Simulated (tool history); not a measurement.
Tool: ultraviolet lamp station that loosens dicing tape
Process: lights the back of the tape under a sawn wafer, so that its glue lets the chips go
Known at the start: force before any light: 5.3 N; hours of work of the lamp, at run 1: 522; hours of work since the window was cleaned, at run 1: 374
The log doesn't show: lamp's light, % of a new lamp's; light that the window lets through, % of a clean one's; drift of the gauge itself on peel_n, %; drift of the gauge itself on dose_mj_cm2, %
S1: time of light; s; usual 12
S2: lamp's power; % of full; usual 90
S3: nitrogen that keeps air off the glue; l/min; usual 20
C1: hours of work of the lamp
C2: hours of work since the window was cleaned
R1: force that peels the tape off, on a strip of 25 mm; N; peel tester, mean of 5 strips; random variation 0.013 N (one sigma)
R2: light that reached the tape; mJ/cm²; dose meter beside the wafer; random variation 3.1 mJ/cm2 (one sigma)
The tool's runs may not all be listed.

| run | day | S1 | S2 | S3 | C1 | C2 | R1 | R2 |
|---|---|---|---|---|---|---|---|---|
| 1 | 0 | 12 | 90 | 20 | 522 | 374 | 1.05 | 320 |
| 2 | 0.538 | 12 | 92 | 20 | 532 | 384 | 1.052 | 326 |
|  | 1.338 | window cleaned of glue's vapour |
| 3 | 1.671 | 12 | 90 | 20 | 553 | 6 | 0.92 | 362 |
| 4 | 2.412 | 16 | 90 | 20 | 567 | 20 | 0.592 | 466 |
| 5 | 3.467 | 18 | 90 | 20 | 587 | 40 | 0.49 | 525 |
| 6 | 4.596 | 12 | 90 | 17 | 608 | 61 | 1.002 | 343 |
| 7 | 5.338 | 22 | 72 | 12 | 622 | 75 | 0.696 | 486 |
| 8 | 6.412 | 12 | 68 | 26 | 642 | 96 | 1.386 | 245 |
| 9 | 7.429 | 12 | 73 | 8 | 661 | 115 | 1.923 | 264 |

Forecast run 10:
|  | 7.646 | lamp changed |
| 10 | 8.325 | 9 | 74 | 8 | 13 | 131 | ? | ? |

{"run 10": {"R1": 1.84, "R2": 262}}
Without the tool's hidden state the same run would have given R1 1.693 N, R2 284 mJ/cm².

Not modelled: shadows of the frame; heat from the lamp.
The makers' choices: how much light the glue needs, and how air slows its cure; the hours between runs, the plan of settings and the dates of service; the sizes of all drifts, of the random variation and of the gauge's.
